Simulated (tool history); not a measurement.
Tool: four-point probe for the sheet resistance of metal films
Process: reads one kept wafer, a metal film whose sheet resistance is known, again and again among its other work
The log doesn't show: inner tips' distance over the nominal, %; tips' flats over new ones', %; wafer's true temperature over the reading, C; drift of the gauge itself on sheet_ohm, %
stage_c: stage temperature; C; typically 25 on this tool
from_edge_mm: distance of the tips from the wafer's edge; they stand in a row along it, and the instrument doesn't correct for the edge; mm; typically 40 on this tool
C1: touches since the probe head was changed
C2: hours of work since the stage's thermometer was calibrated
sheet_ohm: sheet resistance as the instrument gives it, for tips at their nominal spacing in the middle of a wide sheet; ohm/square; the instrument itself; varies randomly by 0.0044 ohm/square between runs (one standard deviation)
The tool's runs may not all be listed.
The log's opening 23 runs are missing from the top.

run 24 day=35.783 | stage_c=20 from_edge_mm=12 | C1=72231 C2=2556 | sheet_ohm=22.461409
run 25 day=37.058 | stage_c=21 from_edge_mm=12 | C1=73547 C2=2580 | sheet_ohm=22.436902
run 26 day=38.417 | stage_c=31 from_edge_mm=9 | C1=74953 C2=2605 | sheet_ohm=22.215724
-- day=39.412 stage's thermometer calibrated
run 27 day=40.517 | stage_c=18 from_edge_mm=6 | C1=77106 C2=20 | sheet_ohm=22.597393
run 28 day=41.792 | stage_c=29 from_edge_mm=11 | C1=78427 C2=44 | sheet_ohm=22.219528
run 29 day=42.8 | stage_c=26 from_edge_mm=66 | C1=79473 C2=63 | sheet_ohm=22.253535
run 30 day=44.525 | stage_c=26 from_edge_mm=66 | C1=81257 C2=94 | sheet_ohm=22.250435
run 31 day=46.758 | stage_c=25 from_edge_mm=50 | C1=83570 C2=136 | sheet_ohm=22.278211
run 32 day=48.429 | stage_c=20 from_edge_mm=17 | C1=85300 C2=166 | sheet_ohm=22.432239
run 33 day=50.154 | stage_c=25 from_edge_mm=14 | C1=87085 C2=198 | sheet_ohm=22.314822
run 34 day=51.321 | stage_c=20 from_edge_mm=66 | C1=88294 C2=220 | sheet_ohm=22.419616
run 35 day=52.296 | stage_c=26 from_edge_mm=51 | C1=89303 C2=238 | sheet_ohm=22.262625
run 36 day=53.429 | stage_c=27 from_edge_mm=47 | C1=90477 C2=259 | sheet_ohm=22.247218
run 37 day=55.008 | stage_c=33 from_edge_mm=28 | C1=92109 C2=288 | sheet_ohm=22.099868
run 38 day=56.012 | stage_c=33 from_edge_mm=28 | C1=93150 C2=306 | sheet_ohm=22.099671
run 39 day=57.546 | stage_c=30 from_edge_mm=7 | C1=94736 C2=335 | sheet_ohm=22.270621
run 40 day=58.45 | stage_c=30 from_edge_mm=7 | C1=95675 C2=351 | sheet_ohm=22.274235
run 41 day=60.442 | stage_c=30 from_edge_mm=7 | C1=97734 C2=388 | sheet_ohm=22.264611
run 42 day=62.533 | stage_c=23 from_edge_mm=5 | C1=99901 C2=427 | sheet_ohm=22.543316
run 43 day=63.562 | stage_c=34 from_edge_mm=4 | C1=100965 C2=446 | sheet_ohm=22.380856
run 44 day=64.508 | stage_c=23 from_edge_mm=17 | C1=101944 C2=463 | sheet_ohm=22.362885

Predict each of these 4 candidate next runs independently; none follows another, all start after run 44:
run A day=65.625 | stage_c=19 from_edge_mm=21 | C1=103103 C2=484 | sheet_ohm=?
run B day=65.625 | stage_c=27 from_edge_mm=5 | C1=103103 C2=484 | sheet_ohm=?
run C day=65.625 | stage_c=24 from_edge_mm=5 | C1=103103 C2=484 | sheet_ohm=?
run D day=65.625 | stage_c=20 from_edge_mm=22 | C1=103103 C2=484 | sheet_ohm=?

run=A sheet_ohm=22.469742
run=B sheet_ohm=22.451166
run=C sheet_ohm=22.520234
run=D sheet_ohm=22.442291
Stripped of hidden state, with their random variation kept, the same runs would have yielded:
run=A sheet_ohm=22.402855
run=B sheet_ohm=22.384586
run=C sheet_ohm=22.453369
run=D sheet_ohm=22.375513
